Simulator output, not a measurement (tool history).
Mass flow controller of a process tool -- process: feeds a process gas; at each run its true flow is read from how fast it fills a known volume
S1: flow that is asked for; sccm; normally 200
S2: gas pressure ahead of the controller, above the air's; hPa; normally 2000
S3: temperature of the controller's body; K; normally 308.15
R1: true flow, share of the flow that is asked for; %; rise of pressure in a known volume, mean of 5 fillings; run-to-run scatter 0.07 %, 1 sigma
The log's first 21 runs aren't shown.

| run | hour | S1 | S2 | S3 | R1 |
|---|---|---|---|---|---|
| 22 | 5488.3 | 354 | 2000 | 301.15 | 100.55 |
| 23 | 5798.5 | 354 | 2000 | 301.15 | 100.51 |
| 24 | 5982.6 | 245 | 2000 | 296.15 | 99.5 |
| 25 | 6186.6 | 245 | 2000 | 296.15 | 99.36 |
| 26 | 6449.8 | 245 | 2000 | 296.15 | 99.43 |
| 27 | 6810.4 | 85 | 1570 | 296.15 | 95.08 |
| 28 | 7148.4 | 85 | 1570 | 296.15 | 94.7 |
| 29 | 7421.7 | 85 | 1980 | 312.15 | 95.25 |
| 30 | 7718.7 | 85 | 1980 | 312.15 | 94.96 |
| 31 | 8081.7 | 385 | 1430 | 304.15 | 100.58 |
| 32 | 8425.3 | 385 | 1430 | 304.15 | 100.5 |
| 33 | 8661.6 | 181 | 1940 | 308.15 | 98.36 |
| 34 | 8911.3 | 101 | 2240 | 308.15 | 95.41 |
| 35 | 9082.6 | 200 | 1420 | 295.15 | 98.08 |
|  | 9270.1 | controller's zero set anew |
| 36 | 9299.9 | 200 | 1420 | 295.15 | 101.22 |
| 37 | 9503.2 | 273 | 2180 | 294.15 | 101.78 |
| 38 | 9790 | 200 | 1460 | 297.15 | 101.17 |

Below are 5 alternative next runs, each starting from the tool's condition after run 38. Predict each:
| A | 9987.7 | 61 | 1840 | 300.15 | ? |
| B | 9987.7 | 51 | 1990 | 305.15 | ? |
| C | 9987.7 | 200 | 1460 | 305.15 | ? |
| D | 9987.7 | 496 | 2540 | 296.15 | ? |
| E | 9987.7 | 342 | 1820 | 295.15 | ? |

| run | R1 |
|---|---|
| A | 100.17 |
| B | 100.22 |
| C | 101.25 |
| D | 102.86 |
| E | 101.85 |
What these runs would have given with no unlogged condition in the tool:
| run | R1 |
|---|---|
| A | 98.32 |
| B | 98.55 |
| C | 98.78 |
| D | 100.22 |
| E | 99.27 |
